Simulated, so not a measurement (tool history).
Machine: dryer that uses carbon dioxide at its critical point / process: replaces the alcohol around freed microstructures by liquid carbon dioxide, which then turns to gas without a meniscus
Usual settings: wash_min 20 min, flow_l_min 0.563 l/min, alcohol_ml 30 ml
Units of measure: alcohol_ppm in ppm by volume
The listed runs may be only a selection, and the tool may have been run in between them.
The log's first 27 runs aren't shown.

| run | hour | wash_min | flow_l_min | alcohol_ml | hours of work since the filter was changed | hours of work since the purifier's bed was changed | alcohol_ppm |
|---|---|---|---|---|---|---|---|
| 28 | 552.3 | 21 | 0.545 | 30 | 379 | 681 | 191 |
| 29 | 581.6 | 21 | 0.545 | 30 | 401 | 703 | 204 |
| 30 | 599.0 | 12 | 0.380 | 75 | 415 | 717 | 6257 |
| 31 | 617.6 | 30 | 0.563 | 44 | 429 | 731 | 78 |
| 32 | 634.6 | 13 | 0.668 | 115 | 442 | 744 | 1792 |
| 33 | 660.3 | 14 | 0.541 | 27 | 461 | 763 | 738 |
| 34 | 678.4 | 23 | 0.704 | 59 | 475 | 777 | 100 |
| 35 | 705.3 | 17 | 0.717 | 61 | 495 | 797 | 284 |
| 36 | 729.0 | 17 | 0.717 | 61 | 513 | 815 | 297 |
| 37 | 750.9 | 29 | 0.409 | 90 | 530 | 832 | 487 |
| 38 | 772.5 | 18 | 0.409 | 90 | 546 | 848 | 2650 |
| 39 | 786.9 | 24 | 0.405 | 90 | 557 | 859 | 1091 |
|  | 807.8 | purifier's bed changed |
| 40 | 818.8 | 25 | 0.342 | 32 | 579 | 8 | 602 |
| 41 | 832.4 | 25 | 0.469 | 20 | 589 | 19 | 108 |
|  | 841.4 | inlet filter changed |
| 42 | 850.2 | 25 | 0.469 | 20 | 7 | 31 | 75 |
| 43 | 874.7 | 20 | 0.936 | 58 | 25 | 50 | 11 |
| 44 | 887.2 | 31 | 0.563 | 42 | 35 | 59 | 26 |
| 45 | 903.2 | 20 | 0.518 | 108 | 47 | 72 | 716 |
| 46 | 916.7 | 15 | 0.518 | 106 | 57 | 82 | 2075 |
| 47 | 934.1 | 20 | 0.519 | 26 | 70 | 95 | 188 |

Alternative continuations, all from the tool just after run 47; predict every row:
| A | 962.5 | 20 | 0.563 | 80 | 92 | 117 | ? |
| B | 962.5 | 27 | 0.563 | 30 | 92 | 117 | ? |
| C | 962.5 | 29 | 0.746 | 26 | 92 | 117 | ? |
| D | 962.5 | 20 | 0.563 | 32 | 92 | 117 | ? |

| run | alcohol_ppm |
|---|---|
| A | 373 |
| B | 43 |
| C | 14 |
| D | 164 |
Had the tool no hidden state, the same runs would have come out as:
| run | alcohol_ppm |
|---|---|
| A | 341 |
| B | 33 |
| C | 7 |
| D | 147 |
